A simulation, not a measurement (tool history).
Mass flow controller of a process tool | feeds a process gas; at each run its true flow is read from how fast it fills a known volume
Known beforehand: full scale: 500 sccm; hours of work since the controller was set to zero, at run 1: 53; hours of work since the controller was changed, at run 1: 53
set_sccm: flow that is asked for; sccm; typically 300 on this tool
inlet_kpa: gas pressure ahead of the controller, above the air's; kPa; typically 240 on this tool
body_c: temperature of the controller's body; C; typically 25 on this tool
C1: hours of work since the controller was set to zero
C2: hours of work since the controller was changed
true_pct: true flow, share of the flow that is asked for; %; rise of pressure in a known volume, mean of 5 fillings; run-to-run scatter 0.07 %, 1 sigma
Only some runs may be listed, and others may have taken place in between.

Run 1, hour 0: usual settings; C1 53; C2 53. Result: true_pct 98.99 %.
Run 2, hour 55.3: usual settings; C1 74; C2 74. Result: true_pct 99.05 %.
Run 3, hour 97.9: usual settings; C1 90; C2 90. Result: true_pct 99.05 %.
Run 4, hour 139.5: usual settings; C1 106; C2 106. Result: true_pct 99.01 %.
Run 5, hour 207.5: usual settings; C1 132; C2 132. Result: true_pct 98.91 %.
Run 6, hour 277.4: usual settings; C1 158; C2 158. Result: true_pct 98.83 %.
Run 7, hour 323.7: usual settings; C1 175; C2 175. Result: true_pct 98.87 %.
Run 8, hour 378.8: usual settings; C1 196; C2 196. Result: true_pct 98.79 %.
Run 9, hour 474.3: usual settings but set_sccm 316 sccm; C1 232; C2 232. Result: true_pct 98.85 %.
Run 10, hour 554.6: usual settings but set_sccm 316 sccm; C1 263; C2 263. Result: true_pct 98.73 %.
Run 11, hour 638: usual settings; C1 294; C2 294. Result: true_pct 98.67 %.
Run 12, hour 693.5: usual settings; C1 315; C2 315. Result: true_pct 98.47 %.
Run 13, hour 780.6: usual settings but inlet_kpa 239 kPa; C1 348; C2 348. Result: true_pct 98.64 %.
Run 14, hour 857: usual settings; C1 377; C2 377. Result: true_pct 98.44 %.
Run 15, hour 913.4: usual settings; C1 398; C2 398. Result: true_pct 98.4 %.
Run 16, hour 961.6: usual settings; C1 417; C2 417. Result: true_pct 98.46 %.
Run 17, hour 1014: usual settings but inlet_kpa 208 kPa; C1 437; C2 437. Result: true_pct 98.47 %.
Run 18, hour 1110.5: usual settings but set_sccm 67 sccm, inlet_kpa 208 kPa; C1 473; C2 473. Result: true_pct 97.54 %.
Run 19, hour 1188.4: usual settings but set_sccm 67 sccm, inlet_kpa 208 kPa; C1 503; C2 503. Result: true_pct 97.46 %.
Run 20, hour 1253.2: usual settings but set_sccm 67 sccm, inlet_kpa 208 kPa; C1 527; C2 527. Result: true_pct 97.42 %.
Run 21, hour 1320.8: usual settings but inlet_kpa 187 kPa; C1 553; C2 553. Result: true_pct 98.31 %.
Run 22, hour 1418.3: usual settings; C1 589; C2 589. Result: true_pct 98.1 %.
Run 23, hour 1470.2: usual settings; C1 609; C2 609. Result: true_pct 98.04 %.
Run 24, hour 1565.1: usual settings; C1 645; C2 645. Result: true_pct 98.06 %.
Run 25, hour 1647.4: usual settings but set_sccm 72 sccm, inlet_kpa 209 kPa; C1 676; C2 676. Result: true_pct 97.22 %.
Run 26, hour 1717.8: usual settings but set_sccm 236 sccm, inlet_kpa 142 kPa, body_c 21 C; C1 703; C2 703. Result: true_pct 97.71 %.
Run 27, hour 1768.6: usual settings but set_sccm 236 sccm, inlet_kpa 142 kPa, body_c 21 C; C1 722; C2 722. Result: true_pct 97.76 %.
Run 28, hour 1835.8: usual settings but set_sccm 229 sccm, inlet_kpa 142 kPa, body_c 21 C; C1 747; C2 747. Result: true_pct 97.63 %.
Run 29, hour 1931.7: usual settings but set_sccm 241 sccm, inlet_kpa 193 kPa, body_c 28 C; C1 784; C2 784. Result: true_pct 97.95 %.
Run 30, hour 2003: usual settings but set_sccm 62 sccm, inlet_kpa 143 kPa, body_c 24 C; C1 811; C2 811. Result: true_pct 97.09 %.
Run 31, hour 2059.1: usual settings but set_sccm 253 sccm, inlet_kpa 262 kPa, body_c 24 C; C1 832; C2 832. Result: true_pct 97.28 %.
Run 32, hour 2111.5: usual settings but set_sccm 57 sccm; C1 852; C2 852. Result: true_pct 96.56 %.
Run 33, hour 2187.7: usual settings but set_sccm 95 sccm, inlet_kpa 167 kPa, body_c 28 C; C1 880; C2 880. Result: true_pct 97.25 %.
Run 34, hour 2283.2: usual settings but set_sccm 95 sccm, inlet_kpa 167 kPa, body_c 28 C; C1 916; C2 916. Result: true_pct 97.13 %.
Run 35, hour 2341.8: usual settings but set_sccm 266 sccm, inlet_kpa 167 kPa, body_c 24 C; C1 939; C2 939. Result: true_pct 97.54 %.
At hour 2363.5: gauge calibrated.
Run 36, hour 2423.7: usual settings but body_c 37 C; C1 970; C2 970. Result: true_pct 99.74 %.
Run 37, hour 2484.5: usual settings but set_sccm 102 sccm, inlet_kpa 227 kPa, body_c 37 C; C1 993; C2 993. Result: true_pct 99.05 %.
Run 38, hour 2530.9: usual settings but inlet_kpa 171 kPa, body_c 32 C; C1 1010; C2 1010. Result: true_pct 99.71 %.
Run 39, hour 2611.6: usual settings but inlet_kpa 278 kPa, body_c 32 C; C1 1041; C2 1041. Result: true_pct 99.15 %.
Run 40, hour 2666.3: usual settings but set_sccm 264 sccm, inlet_kpa 258 kPa, body_c 32 C; C1 1061; C2 1061. Result: true_pct 99.14 %.
Run 41, hour 2718.8: usual settings but set_sccm 65 sccm, inlet_kpa 280 kPa, body_c 38 C; C1 1081; C2 1081. Result: true_pct 98.52 %.
Run 42, hour 2785: usual settings but set_sccm 65 sccm, inlet_kpa 210 kPa, body_c 24 C; C1 1106; C2 1106. Result: true_pct 97.82 %.
Run 43, hour 2833.1: usual settings but set_sccm 79 sccm, inlet_kpa 169 kPa, body_c 22 C; C1 1124; C2 1124. Result: true_pct 98.02 %.
Run 44, hour 2921.4: usual settings but set_sccm 79 sccm, inlet_kpa 169 kPa, body_c 22 C; C1 1158; C2 1158. Result: true_pct 97.81 %.

5 ways to go on from here, each from the tool as it stands after run 44. What would each give?
Run A, hour 3005.1: usual settings but set_sccm 52 sccm, inlet_kpa 247 kPa, body_c 22 C; C1 1189; C2 1189. Result: true_pct ?.
Run B, hour 3005.1: usual settings but set_sccm 61 sccm, inlet_kpa 142 kPa, body_c 32 C; C1 1189; C2 1189. Result: true_pct ?.
Run C, hour 3005.1: usual settings but set_sccm 94 sccm, inlet_kpa 241 kPa, body_c 22 C; C1 1189; C2 1189. Result: true_pct ?.
Run D, hour 3005.1: usual settings but set_sccm 306 sccm, inlet_kpa 173 kPa; C1 1189; C2 1189. Result: true_pct ?.
Run E, hour 3005.1: usual settings but set_sccm 207 sccm, inlet_kpa 199 kPa, body_c 22 C; C1 1189; C2 1189. Result: true_pct ?.

run  true_pct
  A      97.4
  B     98.53
  C     97.52
  D     98.86
  E      98.1
With the hidden condition removed and each run's random variation left untouched, the same runs would have given:
run  true_pct
  A     97.82
  B     98.95
  C     97.94
  D     99.28
  E     98.52
